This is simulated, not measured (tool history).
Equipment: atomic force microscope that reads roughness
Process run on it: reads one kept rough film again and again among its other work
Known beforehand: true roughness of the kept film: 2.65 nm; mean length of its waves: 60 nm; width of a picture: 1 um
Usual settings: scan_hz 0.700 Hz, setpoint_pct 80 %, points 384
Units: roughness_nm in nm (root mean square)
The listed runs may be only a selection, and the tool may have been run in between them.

run	hour	scan_hz	setpoint_pct	points	roughness_nm
1	0.0	0.700	80	384	2.500
2	24.3	0.700	80	384	2.506
3	53.5	0.700	73	384	2.524
4	71.7	0.700	73	384	2.524
5	92.0	0.700	73	384	2.517
6	109.7	0.700	73	384	2.513
7	150.2	0.700	73	384	2.517
8	178.2	0.700	73	381	2.500
9	213.6	1.710	73	381	2.430
10	239.9	1.710	73	437	2.425
11	279.8	1.710	73	437	2.415
# hour 287.1: new tip fitted
12	319.7	1.710	73	437	2.457
13	356.3	0.700	80	384	2.502
14	374.6	0.700	80	384	2.508
15	402.6	0.700	80	384	2.502
16	434.3	0.700	80	384	2.494
17	460.5	0.700	80	384	2.488
18	481.0	0.700	80	384	2.483
19	505.1	0.700	80	384	2.472
20	544.0	1.673	80	384	2.375
21	573.4	1.673	80	384	2.372
22	590.8	0.700	60	979	2.528
# hour 596.4: new tip fitted
23	628.8	0.900	57	443	2.562
24	654.5	3.041	57	929	2.495
25	692.1	2.843	80	384	2.287
26	727.1	3.049	83	828	2.226
27	754.2	3.049	58	828	2.480
28	785.6	0.700	78	398	2.495
29	812.0	1.692	78	532	2.394
30	852.5	1.692	78	532	2.388
31	891.6	1.692	78	532	2.381
# hour 908.1: new tip fitted
32	911.4	1.692	69	397	2.492
33	936.6	1.602	85	552	2.364
34	957.8	1.602	85	306	2.369
35	974.7	1.011	60	384	2.547
36	1012.9	0.736	64	469	2.546
37	1051.5	0.700	80	833	2.486
38	1080.7	0.700	80	833	2.490
39	1117.0	0.700	80	943	2.476
40	1146.0	0.700	80	943	2.480

3 ways to go on from here, each from the tool as it stands after run 40. What would each give?
A	1163.8	0.535	90	556	?
B	1163.8	2.211	60	721	?
C	1163.8	1.646	80	943	?

run	roughness_nm
A	2.455
B	2.474
C	2.381
Had the tool no hidden state, the same runs would have come out as:
run	roughness_nm
A	2.500
B	2.519
C	2.424

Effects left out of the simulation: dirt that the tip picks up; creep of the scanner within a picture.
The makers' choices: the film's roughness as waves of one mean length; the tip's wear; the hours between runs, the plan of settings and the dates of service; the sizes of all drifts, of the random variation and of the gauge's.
